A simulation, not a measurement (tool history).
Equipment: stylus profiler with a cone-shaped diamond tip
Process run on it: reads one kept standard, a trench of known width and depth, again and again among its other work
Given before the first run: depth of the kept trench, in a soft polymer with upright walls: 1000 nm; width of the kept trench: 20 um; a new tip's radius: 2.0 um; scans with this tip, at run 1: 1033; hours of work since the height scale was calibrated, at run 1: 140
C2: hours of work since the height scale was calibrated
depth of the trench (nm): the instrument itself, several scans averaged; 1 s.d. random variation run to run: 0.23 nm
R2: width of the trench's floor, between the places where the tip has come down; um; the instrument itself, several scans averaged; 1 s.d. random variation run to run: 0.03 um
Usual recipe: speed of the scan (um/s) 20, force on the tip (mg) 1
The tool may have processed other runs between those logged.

run 1 hour=0 | speed_of_the_scan_(um/s)=20 force_on_the_tip_(mg)=1 | scans_with_this_tip=1033 C2=140 | depth_of_the_trench_(nm)=1008.42 R2=16.34
run 2 hour=7 | speed_of_the_scan_(um/s)=20 force_on_the_tip_(mg)=1 | scans_with_this_tip=1058 C2=143 | depth_of_the_trench_(nm)=1008.42 R2=16.35
run 3 hour=14.5 | speed_of_the_scan_(um/s)=12 force_on_the_tip_(mg)=1 | scans_with_this_tip=1085 C2=147 | depth_of_the_trench_(nm)=1008.15 R2=16.35
run 4 hour=25 | speed_of_the_scan_(um/s)=12 force_on_the_tip_(mg)=1 | scans_with_this_tip=1123 C2=152 | depth_of_the_trench_(nm)=1008.05 R2=16.41
run 5 hour=33.2 | speed_of_the_scan_(um/s)=12 force_on_the_tip_(mg)=1 | scans_with_this_tip=1152 C2=156 | depth_of_the_trench_(nm)=1008.48 R2=16.35
run 6 hour=45 | speed_of_the_scan_(um/s)=12 force_on_the_tip_(mg)=1 | scans_with_this_tip=1194 C2=161 | depth_of_the_trench_(nm)=1008.39 R2=16.39
run 7 hour=59.8 | speed_of_the_scan_(um/s)=20 force_on_the_tip_(mg)=1 | scans_with_this_tip=1246 C2=168 | depth_of_the_trench_(nm)=1008.21 R2=16.35
run 8 hour=69.7 | speed_of_the_scan_(um/s)=20 force_on_the_tip_(mg)=1 | scans_with_this_tip=1282 C2=173 | depth_of_the_trench_(nm)=1008.06 R2=16.24
run 9 hour=81.5 | speed_of_the_scan_(um/s)=20 force_on_the_tip_(mg)=1 | scans_with_this_tip=1324 C2=179 | depth_of_the_trench_(nm)=1008.51 R2=16.26
run 10 hour=93.2 | speed_of_the_scan_(um/s)=20 force_on_the_tip_(mg)=1 | scans_with_this_tip=1365 C2=184 | depth_of_the_trench_(nm)=1008.32 R2=16.34
run 11 hour=106.3 | speed_of_the_scan_(um/s)=20 force_on_the_tip_(mg)=1.07 | scans_with_this_tip=1412 C2=191 | depth_of_the_trench_(nm)=1008.86 R2=16.28
run 12 hour=114.7 | speed_of_the_scan_(um/s)=20 force_on_the_tip_(mg)=1.07 | scans_with_this_tip=1442 C2=195 | depth_of_the_trench_(nm)=1008.79 R2=16.23
run 13 hour=124.8 | speed_of_the_scan_(um/s)=20 force_on_the_tip_(mg)=1.07 | scans_with_this_tip=1478 C2=200 | depth_of_the_trench_(nm)=1008.76 R2=16.34
run 14 hour=137.9 | speed_of_the_scan_(um/s)=20 force_on_the_tip_(mg)=1.07 | scans_with_this_tip=1525 C2=206 | depth_of_the_trench_(nm)=1008.9 R2=16.34
run 15 hour=147.7 | speed_of_the_scan_(um/s)=20 force_on_the_tip_(mg)=1.07 | scans_with_this_tip=1559 C2=211 | depth_of_the_trench_(nm)=1009.31 R2=16.33
-- hour=148.9 height scale calibrated on a step standard
run 16 hour=158.6 | speed_of_the_scan_(um/s)=5 force_on_the_tip_(mg)=1 | scans_with_this_tip=1597 C2=5 | depth_of_the_trench_(nm)=1009.41 R2=16.36
run 17 hour=167.8 | speed_of_the_scan_(um/s)=5 force_on_the_tip_(mg)=1 | scans_with_this_tip=1629 C2=9 | depth_of_the_trench_(nm)=1009.88 R2=16.38
run 18 hour=174.6 | speed_of_the_scan_(um/s)=5 force_on_the_tip_(mg)=1 | scans_with_this_tip=1654 C2=12 | depth_of_the_trench_(nm)=1009.4 R2=16.37
run 19 hour=185.3 | speed_of_the_scan_(um/s)=5 force_on_the_tip_(mg)=1 | scans_with_this_tip=1692 C2=18 | depth_of_the_trench_(nm)=1009.06 R2=16.45
run 20 hour=194.1 | speed_of_the_scan_(um/s)=5 force_on_the_tip_(mg)=1 | scans_with_this_tip=1723 C2=22 | depth_of_the_trench_(nm)=1008.95 R2=16.33
run 21 hour=202.6 | speed_of_the_scan_(um/s)=20 force_on_the_tip_(mg)=1 | scans_with_this_tip=1753 C2=26 | depth_of_the_trench_(nm)=1009.37 R2=16.26
run 22 hour=215.2 | speed_of_the_scan_(um/s)=10 force_on_the_tip_(mg)=1 | scans_with_this_tip=1798 C2=32 | depth_of_the_trench_(nm)=1009.03 R2=16.29
run 23 hour=228.8 | speed_of_the_scan_(um/s)=10 force_on_the_tip_(mg)=1 | scans_with_this_tip=1847 C2=38 | depth_of_the_trench_(nm)=1009.42 R2=16.32
run 24 hour=236.1 | speed_of_the_scan_(um/s)=10 force_on_the_tip_(mg)=1 | scans_with_this_tip=1873 C2=42 | depth_of_the_trench_(nm)=1009.7 R2=16.31
-- hour=238.3 height scale calibrated on a step standard, once more
run 25 hour=250.1 | speed_of_the_scan_(um/s)=15 force_on_the_tip_(mg)=0.46 | scans_with_this_tip=1921 C2=6 | depth_of_the_trench_(nm)=1004.6 R2=16.3
run 26 hour=262 | speed_of_the_scan_(um/s)=69 force_on_the_tip_(mg)=0.65 | scans_with_this_tip=1963 C2=11 | depth_of_the_trench_(nm)=1005.56 R2=15.96
run 27 hour=268.8 | speed_of_the_scan_(um/s)=8 force_on_the_tip_(mg)=0.62 | scans_with_this_tip=1987 C2=15 | depth_of_the_trench_(nm)=1005.77 R2=16.35
run 28 hour=283.2 | speed_of_the_scan_(um/s)=8 force_on_the_tip_(mg)=1.15 | scans_with_this_tip=2039 C2=22 | depth_of_the_trench_(nm)=1008.65 R2=16.35
run 29 hour=290 | speed_of_the_scan_(um/s)=60 force_on_the_tip_(mg)=1.11 | scans_with_this_tip=2063 C2=25 | depth_of_the_trench_(nm)=1008.35 R2=16.04
run 30 hour=298.1 | speed_of_the_scan_(um/s)=22 force_on_the_tip_(mg)=0.6 | scans_with_this_tip=2092 C2=29 | depth_of_the_trench_(nm)=1005.83 R2=16.26
run 31 hour=304.4 | speed_of_the_scan_(um/s)=22 force_on_the_tip_(mg)=0.6 | scans_with_this_tip=2114 C2=32 | depth_of_the_trench_(nm)=1005.36 R2=16.28
run 32 hour=318.6 | speed_of_the_scan_(um/s)=36 force_on_the_tip_(mg)=0.75 | scans_with_this_tip=2165 C2=39 | depth_of_the_trench_(nm)=1006.89 R2=16.16
run 33 hour=328.9 | speed_of_the_scan_(um/s)=15 force_on_the_tip_(mg)=2.85 | scans_with_this_tip=2201 C2=44 | depth_of_the_trench_(nm)=1015.81 R2=16.34
run 34 hour=341.4 | speed_of_the_scan_(um/s)=42 force_on_the_tip_(mg)=1.37 | scans_with_this_tip=2246 C2=50 | depth_of_the_trench_(nm)=1010.25 R2=16.16
run 35 hour=351.7 | speed_of_the_scan_(um/s)=14 force_on_the_tip_(mg)=0.41 | scans_with_this_tip=2283 C2=55 | depth_of_the_trench_(nm)=1004.47 R2=16.23
run 36 hour=360.3 | speed_of_the_scan_(um/s)=11 force_on_the_tip_(mg)=0.6 | scans_with_this_tip=2313 C2=59 | depth_of_the_trench_(nm)=1005.81 R2=16.31
run 37 hour=370 | speed_of_the_scan_(um/s)=14 force_on_the_tip_(mg)=1 | scans_with_this_tip=2348 C2=63 | depth_of_the_trench_(nm)=1008.14 R2=16.29
run 38 hour=376.6 | speed_of_the_scan_(um/s)=35 force_on_the_tip_(mg)=2.39 | scans_with_this_tip=2372 C2=67 | depth_of_the_trench_(nm)=1014.38 R2=16.21
run 39 hour=390 | speed_of_the_scan_(um/s)=16 force_on_the_tip_(mg)=0.91 | scans_with_this_tip=2419 C2=73 | depth_of_the_trench_(nm)=1007.74 R2=16.22
run 40 hour=397.1 | speed_of_the_scan_(um/s)=18 force_on_the_tip_(mg)=1.25 | scans_with_this_tip=2445 C2=76 | depth_of_the_trench_(nm)=1009.25 R2=16.23
run 41 hour=404.3 | speed_of_the_scan_(um/s)=19 force_on_the_tip_(mg)=1.16 | scans_with_this_tip=2470 C2=80 | depth_of_the_trench_(nm)=1009.23 R2=16.24
run 42 hour=418.5 | speed_of_the_scan_(um/s)=14 force_on_the_tip_(mg)=2.17 | scans_with_this_tip=2521 C2=87 | depth_of_the_trench_(nm)=1013.21 R2=16.29
run 43 hour=431.8 | speed_of_the_scan_(um/s)=8 force_on_the_tip_(mg)=0.61 | scans_with_this_tip=2568 C2=93 | depth_of_the_trench_(nm)=1005.84 R2=16.31
run 44 hour=441.2 | speed_of_the_scan_(um/s)=8 force_on_the_tip_(mg)=1.28 | scans_with_this_tip=2602 C2=98 | depth_of_the_trench_(nm)=1009.89 R2=16.28
run 45 hour=451.3 | speed_of_the_scan_(um/s)=21 force_on_the_tip_(mg)=1.88 | scans_with_this_tip=2637 C2=103 | depth_of_the_trench_(nm)=1012.7 R2=16.24

5 ways to go on from here, each from the tool as it stands after run 45. What would each give?
run A hour=463 | speed_of_the_scan_(um/s)=20 force_on_the_tip_(mg)=1.05 | scans_with_this_tip=2679 C2=108 | depth_of_the_trench_(nm)=? R2=?
run B hour=463 | speed_of_the_scan_(um/s)=11 force_on_the_tip_(mg)=2.4 | scans_with_this_tip=2679 C2=108 | depth_of_the_trench_(nm)=? R2=?
run C hour=463 | speed_of_the_scan_(um/s)=8 force_on_the_tip_(mg)=0.41 | scans_with_this_tip=2679 C2=108 | depth_of_the_trench_(nm)=? R2=?
run D hour=463 | speed_of_the_scan_(um/s)=30 force_on_the_tip_(mg)=1 | scans_with_this_tip=2679 C2=108 | depth_of_the_trench_(nm)=? R2=?
run E hour=463 | speed_of_the_scan_(um/s)=6 force_on_the_tip_(mg)=0.68 | scans_with_this_tip=2679 C2=108 | depth_of_the_trench_(nm)=? R2=?

run=A depth_of_the_trench_(nm)=1008.68 R2=16.2
run=B depth_of_the_trench_(nm)=1014.27 R2=16.29
run=C depth_of_the_trench_(nm)=1005.01 R2=16.26
run=D depth_of_the_trench_(nm)=1008.7 R2=16.23
run=E depth_of_the_trench_(nm)=1007 R2=16.33
Without the tool's unlogged condition, the same runs would have read:
run=A depth_of_the_trench_(nm)=1008.21 R2=16.4
run=B depth_of_the_trench_(nm)=1013.8 R2=16.49
run=C depth_of_the_trench_(nm)=1004.55 R2=16.46
run=D depth_of_the_trench_(nm)=1008.23 R2=16.42
run=E depth_of_the_trench_(nm)=1006.53 R2=16.53
